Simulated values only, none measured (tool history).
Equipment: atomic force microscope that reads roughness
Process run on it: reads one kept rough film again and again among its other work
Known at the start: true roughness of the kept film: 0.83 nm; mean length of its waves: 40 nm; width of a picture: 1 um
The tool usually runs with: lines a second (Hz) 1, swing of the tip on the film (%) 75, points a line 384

run	day	lines a second (Hz)	swing of the tip on the film (%)	points a line	roughness of the kept film (nm (root mean square))
1	0	1	75	384	0.809
2	1.446	1	75	384	0.794
3	2.075	1	75	384	0.788
# day 2.388: new tip fitted
4	3.233	1	75	384	0.8
5	4.421	1	75	384	0.789
# day 4.75: new tip fitted
6	5.4	1	75	384	0.8
7	6.067	1	75	384	0.797
# day 7.112: new tip fitted
8	7.325	1	75	384	0.809
9	8.296	1	75	384	0.797
# day 9.488: new tip fitted
# day 9.529: height scale calibrated on a step standard
10	9.779	1	75	384	0.792
11	10.721	1	75	384	0.785
12	11.383	1	75	384	0.779
# day 11.892: new tip fitted
13	12.638	1	75	362	0.786
14	13.55	3.28	75	384	0.739
# day 14.308: new tip fitted
15	14.342	3.28	75	384	0.756
16	15.833	3.28	75	384	0.739
# day 16.704: new tip fitted
17	17.067	3.28	75	384	0.752
18	17.854	1	59	384	0.801
19	18.592	1	59	384	0.791
# day 19.117: new tip fitted
20	19.246	1	59	384	0.81
21	20.096	1	59	384	0.803
22	20.938	1	59	384	0.794
# day 21.529: new tip fitted
23	21.758	1	59	384	0.806
24	22.804	1.19	75	384	0.779
# day 23.896: new tip fitted
25	24.071	1.19	75	384	0.793
26	24.912	0.89	57	800	0.805
# day 26.246: new tip fitted
27	26.446	1	75	759	0.802
28	27.608	1	65	759	0.797
# day 28.608: new tip fitted
29	28.667	0.81	80	346	0.798
30	29.317	0.81	80	346	0.79
31	30.062	0.81	80	346	0.783
32	30.908	0.81	80	346	0.776
# day 31.021: new tip fitted
33	32.3	2.32	85	799	0.736
34	33.3	2.32	62	559	0.778
# day 33.446: new tip fitted
35	34.671	0.79	65	554	0.801
36	35.454	0.5	77	258	0.784
# day 35.917: new tip fitted
37	36.742	0.5	77	258	0.795
38	37.45	0.5	77	258	0.79
# day 38.304: new tip fitted
39	38.479	0.5	77	258	0.805
40	39.388	1.45	73	345	0.783
41	40.008	1.45	73	345	0.776
# day 40.746: new tip fitted
42	41.421	1	75	509	0.794
43	42.417	2.99	68	535	0.766
44	43.058	2.99	68	535	0.76
# day 43.162: new tip fitted
45	44.167	2.99	66	737	0.781
46	45.2	2.99	66	737	0.771
# day 45.612: new tip fitted
47	46.471	2.99	66	737	0.78
48	47.4	2.99	66	737	0.774
# day 48.012: new tip fitted
49	48.888	0.99	75	522	0.798
# day 50.417: new tip fitted
50	50.417	1.3	76	384	0.795

Measured result minus the same run's result without the hidden state. Both carry the same run-to-run variation, though not necessarily the same gauge scatter:
Unlogged tool condition in this case: radius of the tip, nm; height scale over the true one, %; drift of the gauge itself on roughness_nm, %.
run	roughness of the kept film (nm (root mean square))
1	+0.01
2	-0.004
3	-0.01
4	+0.002
5	-0.01
6	+0.005
7	-0.001
8	+0.009
9	+0
10	-0.003
11	-0.011
12	-0.018
13	-0.009
14	-0.017
15	-0.001
16	-0.014
17	-0.003
18	-0.012
19	-0.02
20	-0.001
21	-0.009
22	-0.017
23	-0.002
24	-0.012
25	+0
26	-0.009
27	-0.001
28	-0.014
29	+0.001
30	-0.005
31	-0.012
32	-0.02
33	-0.011
34	-0.02
35	-0.009
36	-0.017
37	-0.005
38	-0.012
39	+0.001
40	-0.008
41	-0.015
42	-0.004
43	-0.014
44	-0.019
45	-0.006
46	-0.015
47	-0.004
48	-0.012
49	-0.003
50	+0.005

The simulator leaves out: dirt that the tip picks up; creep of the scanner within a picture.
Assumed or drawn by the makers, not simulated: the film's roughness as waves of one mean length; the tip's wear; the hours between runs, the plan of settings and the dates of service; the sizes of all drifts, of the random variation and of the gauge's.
